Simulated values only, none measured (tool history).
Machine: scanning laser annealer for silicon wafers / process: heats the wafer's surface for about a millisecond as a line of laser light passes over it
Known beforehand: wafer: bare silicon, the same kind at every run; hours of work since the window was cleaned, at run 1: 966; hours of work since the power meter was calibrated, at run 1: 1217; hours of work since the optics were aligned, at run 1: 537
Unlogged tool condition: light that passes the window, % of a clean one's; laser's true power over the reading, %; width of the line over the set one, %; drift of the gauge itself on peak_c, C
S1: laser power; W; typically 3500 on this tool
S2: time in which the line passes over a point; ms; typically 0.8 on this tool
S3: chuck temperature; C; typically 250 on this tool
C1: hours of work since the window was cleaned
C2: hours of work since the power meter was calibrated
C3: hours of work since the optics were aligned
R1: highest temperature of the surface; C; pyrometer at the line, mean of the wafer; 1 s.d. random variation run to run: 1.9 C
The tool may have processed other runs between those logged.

| run | hour | S1 | S2 | S3 | C1 | C2 | C3 | R1 |
|---|---|---|---|---|---|---|---|---|
| 1 | 0 | 3500 | 0.8 | 250 | 966 | 1217 | 537 | 1026 |
|  | 55.5 | window over the wafer cleaned |
| 2 | 62.1 | 3500 | 0.8 | 250 | 4 | 1253 | 573 | 1081 |
| 3 | 105.7 | 3500 | 0.8 | 250 | 30 | 1279 | 599 | 1077 |
| 4 | 139.2 | 3500 | 0.8 | 250 | 50 | 1299 | 618 | 1079 |
| 5 | 200.9 | 3500 | 0.8 | 250 | 86 | 1335 | 655 | 1073 |
| 6 | 264.8 | 3500 | 0.8 | 250 | 124 | 1373 | 693 | 1065 |
| 7 | 320.3 | 3500 | 0.681 | 250 | 157 | 1406 | 726 | 993 |
| 8 | 376.2 | 3500 | 0.681 | 250 | 190 | 1439 | 759 | 986 |
| 9 | 448.2 | 3500 | 0.681 | 250 | 233 | 1482 | 802 | 984 |
|  | 482.5 | optics aligned, line set to its width |
| 10 | 513.1 | 3500 | 0.8 | 250 | 268 | 1517 | 18 | 1080 |
| 11 | 547.2 | 3500 | 0.907 | 250 | 288 | 1537 | 38 | 1140 |
| 12 | 588.3 | 3500 | 0.907 | 250 | 313 | 1562 | 63 | 1146 |
| 13 | 655.2 | 3449 | 0.907 | 250 | 352 | 1601 | 102 | 1117 |
| 14 | 696.1 | 3455 | 0.8 | 250 | 377 | 1625 | 127 | 1056 |
| 15 | 750.3 | 3500 | 0.8 | 250 | 409 | 1658 | 159 | 1067 |
| 16 | 802.9 | 3500 | 0.8 | 250 | 440 | 1689 | 190 | 1065 |
| 17 | 877.6 | 3500 | 0.8 | 250 | 484 | 1733 | 234 | 1062 |
| 18 | 951.4 | 3500 | 0.8 | 250 | 528 | 1777 | 278 | 1058 |
| 19 | 1015.7 | 3500 | 0.8 | 250 | 566 | 1815 | 316 | 1053 |
| 20 | 1048.7 | 3500 | 0.8 | 250 | 585 | 1834 | 335 | 1050 |
| 21 | 1107.4 | 3500 | 0.912 | 250 | 620 | 1869 | 370 | 1112 |
| 22 | 1168.3 | 3849 | 0.836 | 247 | 656 | 1905 | 406 | 1167 |
| 23 | 1202.9 | 2988 | 0.836 | 227 | 677 | 1926 | 427 | 894 |
| 24 | 1250.9 | 3500 | 0.965 | 255 | 705 | 1954 | 455 | 1135 |
| 25 | 1291.5 | 2988 | 0.65 | 255 | 729 | 1978 | 479 | 825 |
| 26 | 1329.9 | 2988 | 0.606 | 255 | 752 | 2001 | 502 | 803 |
| 27 | 1376.4 | 3338 | 0.573 | 277 | 780 | 2028 | 530 | 884 |
| 28 | 1445.9 | 3500 | 0.699 | 266 | 821 | 2070 | 571 | 987 |
| 29 | 1485.8 | 3006 | 0.864 | 250 | 844 | 2093 | 594 | 925 |
| 30 | 1531.4 | 3500 | 0.8 | 215 | 871 | 2120 | 621 | 989 |
| 31 | 1587.8 | 3348 | 0.8 | 279 | 905 | 2154 | 655 | 1014 |
| 32 | 1621.4 | 3348 | 0.8 | 279 | 925 | 2174 | 675 | 1008 |
| 33 | 1666.7 | 3348 | 0.8 | 279 | 951 | 2200 | 701 | 1008 |
| 34 | 1717.4 | 3348 | 0.8 | 279 | 982 | 2231 | 732 | 1002 |
|  | 1748.2 | window over the wafer cleaned |
| 35 | 1753 | 3348 | 0.8 | 279 | 3 | 2250 | 751 | 1056 |
| 36 | 1798.7 | 3348 | 0.8 | 279 | 30 | 2277 | 779 | 1051 |
| 37 | 1836.4 | 3348 | 0.8 | 279 | 52 | 2300 | 801 | 1051 |
|  | 1871.3 | optics aligned, line set to its width |
| 38 | 1899.5 | 3348 | 0.8 | 279 | 87 | 2334 | 17 | 1073 |
| 39 | 1948.1 | 3075 | 0.836 | 279 | 115 | 2363 | 46 | 1011 |
| 40 | 1987.8 | 3075 | 0.836 | 279 | 139 | 2387 | 69 | 1003 |
| 41 | 2055.2 | 3490 | 0.633 | 244 | 179 | 2427 | 109 | 967 |

Difference, measured minus no-hidden-state, one row per run. Run-to-run variation is common to both terms; the gauge's own scatter need not be:
| run | R1 |
|---|---|
| 1 | -73 |
| 2 | -19 |
| 3 | -21 |
| 4 | -23 |
| 5 | -26 |
| 6 | -30 |
| 7 | -30 |
| 8 | -33 |
| 9 | -36 |
| 10 | -19 |
| 11 | -23 |
| 12 | -24 |
| 13 | -29 |
| 14 | -28 |
| 15 | -32 |
| 16 | -35 |
| 17 | -39 |
| 18 | -43 |
| 19 | -46 |
| 20 | -48 |
| 21 | -55 |
| 22 | -62 |
| 23 | -47 |
| 24 | -65 |
| 25 | -43 |
| 26 | -43 |
| 27 | -50 |
| 28 | -63 |
| 29 | -60 |
| 30 | -72 |
| 31 | -70 |
| 32 | -73 |
| 33 | -75 |
| 34 | -77 |
| 35 | -26 |
| 36 | -29 |
| 37 | -30 |
| 38 | -7 |
| 39 | -8 |
| 40 | -10 |
| 41 | -14 |
